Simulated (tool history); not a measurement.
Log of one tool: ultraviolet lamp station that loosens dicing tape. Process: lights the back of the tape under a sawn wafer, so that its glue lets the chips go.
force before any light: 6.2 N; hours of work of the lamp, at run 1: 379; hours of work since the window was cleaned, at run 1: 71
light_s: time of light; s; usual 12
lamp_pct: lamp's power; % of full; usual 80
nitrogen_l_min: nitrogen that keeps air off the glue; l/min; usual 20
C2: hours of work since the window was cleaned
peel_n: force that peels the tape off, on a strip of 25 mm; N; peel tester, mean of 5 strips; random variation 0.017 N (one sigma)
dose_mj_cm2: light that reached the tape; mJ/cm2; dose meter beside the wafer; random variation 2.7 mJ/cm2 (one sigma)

run 1 hour=0.0 | light_s=12 lamp_pct=80 nitrogen_l_min=20 | hours_of_work_of_the_lamp=379 C2=71 | peel_n=0.838 dose_mj_cm2=376
run 2 hour=14.2 | light_s=9 lamp_pct=80 nitrogen_l_min=20 | hours_of_work_of_the_lamp=386 C2=77 | peel_n=1.234 dose_mj_cm2=282
run 3 hour=31.2 | light_s=9 lamp_pct=80 nitrogen_l_min=20 | hours_of_work_of_the_lamp=394 C2=85 | peel_n=1.297 dose_mj_cm2=285
run 4 hour=48.7 | light_s=12 lamp_pct=80 nitrogen_l_min=20 | hours_of_work_of_the_lamp=402 C2=93 | peel_n=0.832 dose_mj_cm2=375
run 5 hour=69.9 | light_s=12 lamp_pct=80 nitrogen_l_min=20 | hours_of_work_of_the_lamp=412 C2=103 | peel_n=0.799 dose_mj_cm2=379
run 6 hour=91.0 | light_s=12 lamp_pct=80 nitrogen_l_min=20 | hours_of_work_of_the_lamp=422 C2=113 | peel_n=0.811 dose_mj_cm2=371
run 7 hour=113.6 | light_s=12 lamp_pct=80 nitrogen_l_min=20 | hours_of_work_of_the_lamp=432 C2=124 | peel_n=0.768 dose_mj_cm2=374
run 8 hour=125.3 | light_s=12 lamp_pct=80 nitrogen_l_min=20 | hours_of_work_of_the_lamp=438 C2=129 | peel_n=0.790 dose_mj_cm2=380
run 9 hour=149.0 | light_s=12 lamp_pct=80 nitrogen_l_min=27 | hours_of_work_of_the_lamp=449 C2=140 | peel_n=0.678 dose_mj_cm2=375
run 10 hour=169.9 | light_s=12 lamp_pct=80 nitrogen_l_min=20 | hours_of_work_of_the_lamp=459 C2=150 | peel_n=0.816 dose_mj_cm2=373
run 11 hour=181.9 | light_s=12 lamp_pct=80 nitrogen_l_min=20 | hours_of_work_of_the_lamp=464 C2=156 | peel_n=0.802 dose_mj_cm2=378
run 12 hour=204.2 | light_s=12 lamp_pct=80 nitrogen_l_min=20 | hours_of_work_of_the_lamp=475 C2=166 | peel_n=0.814 dose_mj_cm2=375
run 13 hour=216.5 | light_s=12 lamp_pct=80 nitrogen_l_min=20 | hours_of_work_of_the_lamp=480 C2=172 | peel_n=0.806 dose_mj_cm2=370
run 14 hour=226.8 | light_s=12 lamp_pct=80 nitrogen_l_min=20 | hours_of_work_of_the_lamp=485 C2=177 | peel_n=0.812 dose_mj_cm2=371
run 15 hour=242.4 | light_s=11 lamp_pct=80 nitrogen_l_min=20 | hours_of_work_of_the_lamp=492 C2=184 | peel_n=0.936 dose_mj_cm2=342
run 16 hour=263.5 | light_s=11 lamp_pct=80 nitrogen_l_min=20 | hours_of_work_of_the_lamp=502 C2=194 | peel_n=0.936 dose_mj_cm2=341
run 17 hour=273.7 | light_s=11 lamp_pct=80 nitrogen_l_min=20 | hours_of_work_of_the_lamp=507 C2=199 | peel_n=0.952 dose_mj_cm2=347
run 18 hour=298.6 | light_s=11 lamp_pct=80 nitrogen_l_min=20 | hours_of_work_of_the_lamp=519 C2=210 | peel_n=0.915 dose_mj_cm2=348
-- hour=306.6 window cleaned of glue's vapour
run 19 hour=310.9 | light_s=12 lamp_pct=80 nitrogen_l_min=15 | hours_of_work_of_the_lamp=524 C2=2 | peel_n=0.972 dose_mj_cm2=373
run 20 hour=326.1 | light_s=12 lamp_pct=80 nitrogen_l_min=15 | hours_of_work_of_the_lamp=531 C2=9 | peel_n=0.939 dose_mj_cm2=379
run 21 hour=345.8 | light_s=12 lamp_pct=80 nitrogen_l_min=20 | hours_of_work_of_the_lamp=541 C2=18 | peel_n=0.798 dose_mj_cm2=368
run 22 hour=362.4 | light_s=12 lamp_pct=80 nitrogen_l_min=20 | hours_of_work_of_the_lamp=548 C2=26 | peel_n=0.830 dose_mj_cm2=377
run 23 hour=383.4 | light_s=22 lamp_pct=89 nitrogen_l_min=38 | hours_of_work_of_the_lamp=558 C2=36 | peel_n=0.236 dose_mj_cm2=760
run 24 hour=399.0 | light_s=8 lamp_pct=80 nitrogen_l_min=11 | hours_of_work_of_the_lamp=565 C2=43 | peel_n=1.989 dose_mj_cm2=250
run 25 hour=420.7 | light_s=16 lamp_pct=62 nitrogen_l_min=20 | hours_of_work_of_the_lamp=576 C2=53 | peel_n=0.809 dose_mj_cm2=389
run 26 hour=435.4 | light_s=16 lamp_pct=63 nitrogen_l_min=20 | hours_of_work_of_the_lamp=582 C2=60 | peel_n=0.747 dose_mj_cm2=393
run 27 hour=452.7 | light_s=22 lamp_pct=90 nitrogen_l_min=31 | hours_of_work_of_the_lamp=591 C2=68 | peel_n=0.233 dose_mj_cm2=767
run 28 hour=475.3 | light_s=10 lamp_pct=80 nitrogen_l_min=20 | hours_of_work_of_the_lamp=601 C2=79 | peel_n=1.077 dose_mj_cm2=310
run 29 hour=492.1 | light_s=10 lamp_pct=80 nitrogen_l_min=20 | hours_of_work_of_the_lamp=609 C2=87 | peel_n=1.070 dose_mj_cm2=311
run 30 hour=506.9 | light_s=22 lamp_pct=80 nitrogen_l_min=24 | hours_of_work_of_the_lamp=616 C2=94 | peel_n=0.285 dose_mj_cm2=691
run 31 hour=526.7 | light_s=12 lamp_pct=80 nitrogen_l_min=20 | hours_of_work_of_the_lamp=625 C2=103 | peel_n=0.813 dose_mj_cm2=378
run 32 hour=545.0 | light_s=12 lamp_pct=80 nitrogen_l_min=20 | hours_of_work_of_the_lamp=634 C2=111 | peel_n=0.824 dose_mj_cm2=371
run 33 hour=567.8 | light_s=12 lamp_pct=80 nitrogen_l_min=20 | hours_of_work_of_the_lamp=644 C2=122 | peel_n=0.838 dose_mj_cm2=373
run 34 hour=581.4 | light_s=12 lamp_pct=83 nitrogen_l_min=27 | hours_of_work_of_the_lamp=651 C2=128 | peel_n=0.648 dose_mj_cm2=387
run 35 hour=600.3 | light_s=12 lamp_pct=78 nitrogen_l_min=27 | hours_of_work_of_the_lamp=660 C2=137 | peel_n=0.725 dose_mj_cm2=365
run 36 hour=621.7 | light_s=12 lamp_pct=78 nitrogen_l_min=14 | hours_of_work_of_the_lamp=670 C2=147 | peel_n=1.079 dose_mj_cm2=363

The next listed run, before its measurement:
run 37 hour=641.1 | light_s=15 lamp_pct=94 nitrogen_l_min=20 | hours_of_work_of_the_lamp=679 C2=156 | peel_n=? dose_mj_cm2=?

{"run 37": {"peel_n": 0.413, "dose_mj_cm2": 545}}
Without the tool's hidden state the same run would have given peel_n 0.412 N, dose_mj_cm2 546 mJ/cm2.
